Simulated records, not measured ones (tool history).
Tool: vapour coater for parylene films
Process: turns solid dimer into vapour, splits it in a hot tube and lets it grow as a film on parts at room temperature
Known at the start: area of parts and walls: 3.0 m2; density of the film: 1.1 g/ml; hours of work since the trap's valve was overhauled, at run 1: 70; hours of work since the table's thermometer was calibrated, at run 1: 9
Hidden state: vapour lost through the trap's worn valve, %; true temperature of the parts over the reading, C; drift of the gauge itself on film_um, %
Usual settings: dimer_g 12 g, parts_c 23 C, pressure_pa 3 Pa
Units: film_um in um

run    hour  dimer_g  parts_c  pressure_pa  hours of work since the trap's valve was overhauled  hours of work since the table's thermometer was calibrated  film_um
  1       0       12       23            3                                                   70                                                           9     2.97
  2    42.6       12       23         4.74                                                  102                                                          41      2.8
  3    95.4       12       23            3                                                  142                                                          81     3.01
  4   138.9       12       23         3.53                                                  175                                                         114     2.85
  5   197.1       12       23         3.53                                                  219                                                         157     2.89
      241.5  -- trap's valve overhauled
  6   259.3       12       23         3.53                                                   13                                                         201     2.92
  7   320.5       12       23         3.53                                                   59                                                         247     2.89
  8   369.9       12       23         3.53                                                   97                                                         284     2.89
  9   416.3       12       20            3                                                  131                                                         319     3.24
 10   485.6       12       29            3                                                  184                                                         371     2.43
 11   519.4       12       29            3                                                  209                                                         397     2.45
      573.7  -- trap's valve overhauled
 12   593.6       15       23            3                                                   15                                                         449      3.7
 13   637.3       15       23            3                                                   48                                                         482     3.71
 14   685.3       19       23            3                                                   84                                                         518     4.69
 15     731       12       33            3                                                  118                                                         553     2.16
 16   801.5        8       33         6.55                                                  171                                                         606     1.28
 17   861.8        8       33         6.55                                                  217                                                         651     1.31
      904.4  -- trap's valve overhauled
 18   928.7       10       23         2.27                                                   18                                                         698     2.54
 19   969.1       11       31          2.9                                                   49                                                         729     2.11
 20  1039.1       11       31          2.9                                                  101                                                         781     2.16
 21  1075.6       11       31          2.9                                                  129                                                         809     2.14
 22  1113.5       11       31        11.03                                                  157                                                         837      1.8
 23  1150.6        7       33         2.11                                                  185                                                         865     1.32
 24    1182        7       33         2.11                                                  209                                                         889     1.33
     1239.1  -- trap's valve overhauled
 25  1240.5        7       33         2.11                                                    1                                                         930     1.33
 26  1317.5        7       23            3                                                   59                                                         988     1.72
 27  1364.7        5       22         3.37                                                   94                                                        1023     1.25

Hidden state at the last listed run before each entry between runs and at the first one after, where it differs:
Between runs 5 and 6: trap's valve overhauled (hour 241.5)
  vapour lost through the trap's worn valve, %: 0.3 -> 0
Between runs 11 and 12: trap's valve overhauled (hour 573.7)
  vapour lost through the trap's worn valve, %: 0.3 -> 0
Between runs 17 and 18: trap's valve overhauled (hour 904.4)
  vapour lost through the trap's worn valve, %: 0.3 -> 0; true temperature of the parts over the reading, C: -0.01 -> -0.02
Between runs 24 and 25: trap's valve overhauled (hour 1239.1)
  vapour lost through the trap's worn valve, %: 0.3 -> 0
